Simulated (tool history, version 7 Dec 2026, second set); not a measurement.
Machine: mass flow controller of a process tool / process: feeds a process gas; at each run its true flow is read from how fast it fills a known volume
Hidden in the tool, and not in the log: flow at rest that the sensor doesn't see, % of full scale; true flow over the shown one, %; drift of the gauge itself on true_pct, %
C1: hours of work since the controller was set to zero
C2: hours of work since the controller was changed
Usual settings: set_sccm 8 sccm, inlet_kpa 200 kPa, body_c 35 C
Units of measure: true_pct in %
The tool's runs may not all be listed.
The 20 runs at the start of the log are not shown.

{"run": 21, "day": 87.083, "set_sccm": 14, "inlet_kpa": 244, "body_c": 29, "C1": 1818, "C2": 1818, "true_pct": 100}
{"run": 22, "day": 91.867, "set_sccm": 7, "inlet_kpa": 199, "body_c": 26, "C1": 1862, "C2": 1862, "true_pct": 99.51}
{"run": 23, "day": 94.329, "set_sccm": 6, "inlet_kpa": 260, "body_c": 26, "C1": 1885, "C2": 1885, "true_pct": 100.01}
{"run": 24, "day": 98.042, "set_sccm": 6, "inlet_kpa": 260, "body_c": 26, "C1": 1918, "C2": 1918, "true_pct": 99.94}
{"run": 25, "day": 101.338, "set_sccm": 8, "inlet_kpa": 234, "body_c": 35, "C1": 1948, "C2": 1948, "true_pct": 99.33}
{"run": 26, "day": 103.967, "set_sccm": 8, "inlet_kpa": 234, "body_c": 35, "C1": 1972, "C2": 1972, "true_pct": 99.23}
{"run": 27, "day": 107.788, "set_sccm": 7, "inlet_kpa": 236, "body_c": 31, "C1": 2007, "C2": 2007, "true_pct": 99.55}
{"run": 28, "day": 110.346, "set_sccm": 7, "inlet_kpa": 236, "body_c": 31, "C1": 2031, "C2": 2031, "true_pct": 99.58}
{"run": 29, "day": 114.767, "set_sccm": 5, "inlet_kpa": 157, "body_c": 35, "C1": 2071, "C2": 2071, "true_pct": 98.62}
{"run": 30, "day": 118.358, "set_sccm": 5, "inlet_kpa": 157, "body_c": 35, "C1": 2104, "C2": 2104, "true_pct": 98.66}
{"run": 31, "day": 121.338, "set_sccm": 5, "inlet_kpa": 188, "body_c": 33, "C1": 2131, "C2": 2131, "true_pct": 99.05}
{"run": 32, "day": 126.962, "set_sccm": 3, "inlet_kpa": 200, "body_c": 29, "C1": 2182, "C2": 2182, "true_pct": 99.15}
{"run": 33, "day": 131.567, "set_sccm": 5, "inlet_kpa": 200, "body_c": 36, "C1": 2224, "C2": 2224, "true_pct": 98.82}
{"run": 34, "day": 137.712, "set_sccm": 5, "inlet_kpa": 200, "body_c": 36, "C1": 2280, "C2": 2280, "true_pct": 98.85}

Predict each of these 3 candidate next runs independently; none follows another, all start after run 34:
{"run": "A", "day": 143.788, "set_sccm": 8, "inlet_kpa": 260, "body_c": 22, "C1": 2336, "C2": 2336, "true_pct": "?"}
{"run": "B", "day": 143.788, "set_sccm": 6, "inlet_kpa": 153, "body_c": 36, "C1": 2336, "C2": 2336, "true_pct": "?"}
{"run": "C", "day": 143.788, "set_sccm": 13, "inlet_kpa": 182, "body_c": 40, "C1": 2336, "C2": 2336, "true_pct": "?"}

run=A true_pct=100.06
run=B true_pct=98.71
run=C true_pct=98.57
Without the tool's unlogged condition, the same runs would have read:
run=A true_pct=100.05
run=B true_pct=98.71
run=C true_pct=98.57

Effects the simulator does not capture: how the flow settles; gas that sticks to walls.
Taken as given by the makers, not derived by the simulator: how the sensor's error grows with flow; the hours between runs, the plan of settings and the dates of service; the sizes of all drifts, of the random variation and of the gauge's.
